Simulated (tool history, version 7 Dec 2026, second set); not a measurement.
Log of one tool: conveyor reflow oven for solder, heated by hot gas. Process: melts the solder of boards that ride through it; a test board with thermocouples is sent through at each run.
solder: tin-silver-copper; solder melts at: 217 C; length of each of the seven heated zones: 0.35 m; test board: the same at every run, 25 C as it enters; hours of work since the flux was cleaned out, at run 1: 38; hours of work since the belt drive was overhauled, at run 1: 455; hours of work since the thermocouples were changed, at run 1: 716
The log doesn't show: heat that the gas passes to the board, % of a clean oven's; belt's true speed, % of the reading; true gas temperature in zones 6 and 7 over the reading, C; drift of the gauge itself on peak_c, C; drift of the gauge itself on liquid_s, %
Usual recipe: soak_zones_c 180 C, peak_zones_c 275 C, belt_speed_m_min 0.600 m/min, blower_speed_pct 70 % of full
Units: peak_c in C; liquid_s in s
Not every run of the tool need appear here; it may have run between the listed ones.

| run | day | soak_zones_c | peak_zones_c | belt_speed_m_min | blower_speed_pct | hours of work since the flux was cleaned out | hours of work since the belt drive was overhauled | hours of work since the thermocouples were changed | peak_c | liquid_s |
|---|---|---|---|---|---|---|---|---|---|---|
| 1 | 0.000 | 180 | 275 | 0.600 | 70 | 38 | 455 | 716 | 264.4 | 62.2 |
| 2 | 1.946 | 180 | 275 | 0.600 | 70 | 58 | 476 | 737 | 264.2 | 62.5 |
| 3 | 3.479 | 180 | 275 | 0.503 | 70 | 75 | 492 | 753 | 268.7 | 76.8 |
| 4 | 6.417 | 180 | 275 | 0.503 | 70 | 106 | 523 | 784 | 268.5 | 77.0 |
| 5 | 7.867 | 180 | 275 | 0.503 | 70 | 121 | 538 | 799 | 268.8 | 77.1 |
| 6 | 10.321 | 180 | 275 | 0.503 | 70 | 147 | 564 | 825 | 268.7 | 77.0 |
| 7 | 12.754 | 165 | 275 | 0.503 | 80 | 172 | 590 | 850 | 268.8 | 72.7 |
| 8 | 14.942 | 188 | 272 | 0.600 | 80 | 195 | 613 | 873 | 264.1 | 65.6 |
|  | 16.288 | flux residue cleaned out of gas plates and filters |
| 9 | 17.450 | 180 | 275 | 0.578 | 63 | 12 | 637 | 897 | 264.5 | 64.6 |
| 10 | 18.833 | 174 | 268 | 0.576 | 77 | 27 | 651 | 912 | 260.3 | 61.7 |

Selected run-to-run steps in peak_c, each split into two signed amounts: the part the tool would show with no hidden state at all (from settings, incoming material and random variation), and the remainder, which goes to the hidden state together with any gauge scatter not common to the measured and the hidden-state-free results:
Run 7 -> 8: soak_zones_c 165 -> 188, peak_zones_c 275 -> 272, belt_speed_m_min 0.503 -> 0.600. peak_c -4.7 C: hidden state -0.2, all else -4.5.
Run 8 -> 9: soak_zones_c 188 -> 180, peak_zones_c 272 -> 275, belt_speed_m_min 0.600 -> 0.578, blower_speed_pct 80 -> 63, flux residue cleaned out of gas plates and filters. peak_c +0.4 C: hidden state +1.0, all else -0.6.
